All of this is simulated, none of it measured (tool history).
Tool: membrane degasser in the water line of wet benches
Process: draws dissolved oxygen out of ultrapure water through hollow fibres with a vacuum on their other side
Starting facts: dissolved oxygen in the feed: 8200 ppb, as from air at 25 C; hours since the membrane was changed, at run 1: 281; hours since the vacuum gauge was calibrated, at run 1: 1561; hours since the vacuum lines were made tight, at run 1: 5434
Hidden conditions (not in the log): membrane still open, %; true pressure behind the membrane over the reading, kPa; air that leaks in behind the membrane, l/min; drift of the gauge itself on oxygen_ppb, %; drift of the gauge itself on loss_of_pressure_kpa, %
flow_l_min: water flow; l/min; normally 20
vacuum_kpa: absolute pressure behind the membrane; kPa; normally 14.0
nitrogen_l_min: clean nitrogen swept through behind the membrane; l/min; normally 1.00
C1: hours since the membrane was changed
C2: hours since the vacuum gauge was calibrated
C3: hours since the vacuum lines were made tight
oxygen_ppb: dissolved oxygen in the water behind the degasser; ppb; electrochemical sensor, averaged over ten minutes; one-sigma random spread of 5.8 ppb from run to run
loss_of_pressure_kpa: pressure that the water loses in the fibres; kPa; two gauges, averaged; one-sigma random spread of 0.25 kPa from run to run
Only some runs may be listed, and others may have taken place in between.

{"run": 1, "hour": 0.0, "flow_l_min": 20, "vacuum_kpa": 14.0, "nitrogen_l_min": 1.0, "C1": 281, "C2": 1561, "C3": 5434, "oxygen_ppb": 578.6, "loss_of_pressure_kpa": 67.92}
{"run": 2, "hour": 27.8, "flow_l_min": 20, "vacuum_kpa": 16.3, "nitrogen_l_min": 1.0, "C1": 308, "C2": 1589, "C3": 5461, "oxygen_ppb": 656.6, "loss_of_pressure_kpa": 68.27}
{"run": 3, "hour": 61.6, "flow_l_min": 20, "vacuum_kpa": 14.0, "nitrogen_l_min": 1.0, "C1": 342, "C2": 1623, "C3": 5495, "oxygen_ppb": 573.7, "loss_of_pressure_kpa": 67.96}
{"run": 4, "hour": 90.8, "flow_l_min": 20, "vacuum_kpa": 14.0, "nitrogen_l_min": 1.0, "C1": 371, "C2": 1652, "C3": 5524, "oxygen_ppb": 568.5, "loss_of_pressure_kpa": 68.27}
{"run": 5, "hour": 132.5, "flow_l_min": 20, "vacuum_kpa": 14.0, "nitrogen_l_min": 1.0, "C1": 413, "C2": 1693, "C3": 5566, "oxygen_ppb": 581.8, "loss_of_pressure_kpa": 68.03}
{"run": 6, "hour": 153.2, "flow_l_min": 20, "vacuum_kpa": 14.0, "nitrogen_l_min": 1.0, "C1": 434, "C2": 1714, "C3": 5587, "oxygen_ppb": 579.8, "loss_of_pressure_kpa": 68.19}
{"run": 7, "hour": 188.1, "flow_l_min": 20, "vacuum_kpa": 14.0, "nitrogen_l_min": 1.0, "C1": 469, "C2": 1749, "C3": 5622, "oxygen_ppb": 586.2, "loss_of_pressure_kpa": 68.07}
{"hour": 208.1, "done": "seals of the vacuum lines changed"}
{"run": 8, "hour": 217.8, "flow_l_min": 20, "vacuum_kpa": 12.9, "nitrogen_l_min": 1.0, "C1": 496, "C2": 1777, "C3": 10, "oxygen_ppb": 539.3, "loss_of_pressure_kpa": 68.15}
{"run": 9, "hour": 251.7, "flow_l_min": 20, "vacuum_kpa": 14.0, "nitrogen_l_min": 1.0, "C1": 530, "C2": 1811, "C3": 44, "oxygen_ppb": 572.2, "loss_of_pressure_kpa": 68.02}
{"run": 10, "hour": 275.6, "flow_l_min": 20, "vacuum_kpa": 21.5, "nitrogen_l_min": 1.0, "C1": 554, "C2": 1834, "C3": 68, "oxygen_ppb": 867.4, "loss_of_pressure_kpa": 68.38}
{"run": 11, "hour": 313.5, "flow_l_min": 20, "vacuum_kpa": 14.0, "nitrogen_l_min": 1.0, "C1": 592, "C2": 1872, "C3": 105, "oxygen_ppb": 573.8, "loss_of_pressure_kpa": 68.5}
{"run": 12, "hour": 337.1, "flow_l_min": 20, "vacuum_kpa": 14.0, "nitrogen_l_min": 1.0, "C1": 616, "C2": 1896, "C3": 129, "oxygen_ppb": 586.8, "loss_of_pressure_kpa": 68.54}
{"run": 13, "hour": 384.5, "flow_l_min": 20, "vacuum_kpa": 14.0, "nitrogen_l_min": 1.0, "C1": 663, "C2": 1943, "C3": 176, "oxygen_ppb": 584.0, "loss_of_pressure_kpa": 68.65}
{"run": 14, "hour": 423.4, "flow_l_min": 20, "vacuum_kpa": 14.0, "nitrogen_l_min": 1.0, "C1": 702, "C2": 1982, "C3": 215, "oxygen_ppb": 588.1, "loss_of_pressure_kpa": 69.22}
{"run": 15, "hour": 468.6, "flow_l_min": 20, "vacuum_kpa": 14.0, "nitrogen_l_min": 1.0, "C1": 747, "C2": 2027, "C3": 260, "oxygen_ppb": 577.0, "loss_of_pressure_kpa": 68.65}
{"run": 16, "hour": 512.1, "flow_l_min": 20, "vacuum_kpa": 14.0, "nitrogen_l_min": 1.0, "C1": 791, "C2": 2071, "C3": 304, "oxygen_ppb": 585.0, "loss_of_pressure_kpa": 68.77}
{"run": 17, "hour": 542.3, "flow_l_min": 20, "vacuum_kpa": 31.7, "nitrogen_l_min": 0.55, "C1": 821, "C2": 2101, "C3": 334, "oxygen_ppb": 1820.4, "loss_of_pressure_kpa": 68.82}

Run 18 comes next. What will it give?
{"run": 18, "hour": 571.8, "flow_l_min": 24, "vacuum_kpa": 14.0, "nitrogen_l_min": 1.67, "C1": 850, "C2": 2131, "C3": 364, "oxygen_ppb": "?", "loss_of_pressure_kpa": "?"}

{"run 18": {"oxygen_ppb": 548.9, "loss_of_pressure_kpa": 82.99}}
Had the tool carried no hidden state, the very same run would have given oxygen_ppb 548.8 ppb, loss_of_pressure_kpa 80.97 kPa.
